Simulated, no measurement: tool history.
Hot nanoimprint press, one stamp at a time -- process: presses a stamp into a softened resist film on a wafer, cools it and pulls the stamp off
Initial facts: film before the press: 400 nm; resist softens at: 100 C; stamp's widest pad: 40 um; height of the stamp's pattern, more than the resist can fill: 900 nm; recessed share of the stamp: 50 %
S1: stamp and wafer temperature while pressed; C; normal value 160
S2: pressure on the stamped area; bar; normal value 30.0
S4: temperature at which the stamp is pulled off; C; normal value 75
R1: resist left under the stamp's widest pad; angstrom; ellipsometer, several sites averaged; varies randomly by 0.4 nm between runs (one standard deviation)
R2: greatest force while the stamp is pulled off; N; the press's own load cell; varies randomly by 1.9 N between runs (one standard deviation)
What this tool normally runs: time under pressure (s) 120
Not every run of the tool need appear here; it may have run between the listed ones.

run 1 hour=0.0 | S1=160 S2=30.0 time_under_pressure_(s)=120 S4=75 | R1=2396 R2=162
run 2 hour=31.7 | S1=160 S2=30.0 time_under_pressure_(s)=61 S4=75 | R1=2839 R2=161
run 3 hour=53.1 | S1=160 S2=30.0 time_under_pressure_(s)=61 S4=75 | R1=2843 R2=158
run 4 hour=82.6 | S1=160 S2=30.0 time_under_pressure_(s)=120 S4=75 | R1=2390 R2=163
-- hour=107.0 stamp cleaned and given a new release coat
run 5 hour=118.3 | S1=160 S2=30.0 time_under_pressure_(s)=120 S4=75 | R1=2392 R2=160
run 6 hour=149.2 | S1=160 S2=41.2 time_under_pressure_(s)=120 S4=75 | R1=2059 R2=161
run 7 hour=173.8 | S1=160 S2=41.2 time_under_pressure_(s)=120 S4=75 | R1=2055 R2=163
run 8 hour=204.0 | S1=160 S2=30.0 time_under_pressure_(s)=120 S4=75 | R1=2383 R2=161
run 9 hour=252.5 | S1=171 S2=30.0 time_under_pressure_(s)=120 S4=75 | R1=1750 R2=161
run 10 hour=277.3 | S1=171 S2=30.0 time_under_pressure_(s)=120 S4=75 | R1=1737 R2=163
run 11 hour=313.6 | S1=160 S2=30.0 time_under_pressure_(s)=120 S4=75 | R1=2398 R2=162
-- hour=339.0 stamp cleaned and given a new release coat
-- hour=345.8 plate thermocouple calibrated
run 12 hour=356.9 | S1=160 S2=30.0 time_under_pressure_(s)=120 S4=75 | R1=2390 R2=161
run 13 hour=379.2 | S1=160 S2=30.0 time_under_pressure_(s)=120 S4=75 | R1=2392 R2=160
run 14 hour=404.5 | S1=160 S2=30.0 time_under_pressure_(s)=120 S4=75 | R1=2392 R2=165
run 15 hour=426.5 | S1=160 S2=30.0 time_under_pressure_(s)=120 S4=75 | R1=2392 R2=158
run 16 hour=466.4 | S1=160 S2=30.0 time_under_pressure_(s)=120 S4=75 | R1=2383 R2=161
run 17 hour=512.1 | S1=160 S2=30.0 time_under_pressure_(s)=98 S4=72 | R1=2524 R2=163
run 18 hour=559.3 | S1=160 S2=30.0 time_under_pressure_(s)=98 S4=72 | R1=2524 R2=164
-- hour=573.8 stamp cleaned and given a new release coat
run 19 hour=590.6 | S1=160 S2=20.2 time_under_pressure_(s)=159 S4=75 | R1=2631 R2=159
run 20 hour=633.3 | S1=160 S2=20.2 time_under_pressure_(s)=159 S4=75 | R1=2620 R2=157
run 21 hour=666.4 | S1=150 S2=20.2 time_under_pressure_(s)=159 S4=64 | R1=3277 R2=172
run 22 hour=711.8 | S1=160 S2=34.2 time_under_pressure_(s)=91 S4=72 | R1=2435 R2=163
run 23 hour=743.9 | S1=161 S2=22.0 time_under_pressure_(s)=191 S4=77 | R1=2336 R2=159
-- hour=751.3 plate thermocouple calibrated
run 24 hour=769.0 | S1=161 S2=22.0 time_under_pressure_(s)=191 S4=77 | R1=2345 R2=161
run 25 hour=793.0 | S1=160 S2=25.0 time_under_pressure_(s)=62 S4=65 | R1=3021 R2=175
-- hour=808.8 stamp cleaned and given a new release coat
run 26 hour=839.8 | S1=159 S2=30.0 time_under_pressure_(s)=120 S4=66 | R1=2459 R2=171
run 27 hour=870.5 | S1=154 S2=21.6 time_under_pressure_(s)=75 S4=75 | R1=3372 R2=165
run 28 hour=912.8 | S1=160 S2=20.4 time_under_pressure_(s)=120 S4=75 | R1=2804 R2=162
run 29 hour=959.6 | S1=163 S2=30.0 time_under_pressure_(s)=90 S4=77 | R1=2395 R2=160

Predict each of these 4 candidate next runs independently; none follows another, all start after run 29:
run A hour=993.1 | S1=163 S2=20.5 time_under_pressure_(s)=141 S4=67 | R1=? R2=?
run B hour=993.1 | S1=163 S2=19.0 time_under_pressure_(s)=90 S4=77 | R1=? R2=?
run C hour=993.1 | S1=160 S2=30.0 time_under_pressure_(s)=144 S4=75 | R1=? R2=?
run D hour=993.1 | S1=163 S2=19.4 time_under_pressure_(s)=90 S4=77 | R1=? R2=?

run=A R1=2481 R2=167
run=B R1=2873 R2=163
run=C R1=2266 R2=162
run=D R1=2852 R2=162
Without the tool's unlogged condition, the same runs would have read:
run=A R1=2481 R2=167
run=B R1=2874 R2=163
run=C R1=2266 R2=162
run=D R1=2852 R2=162
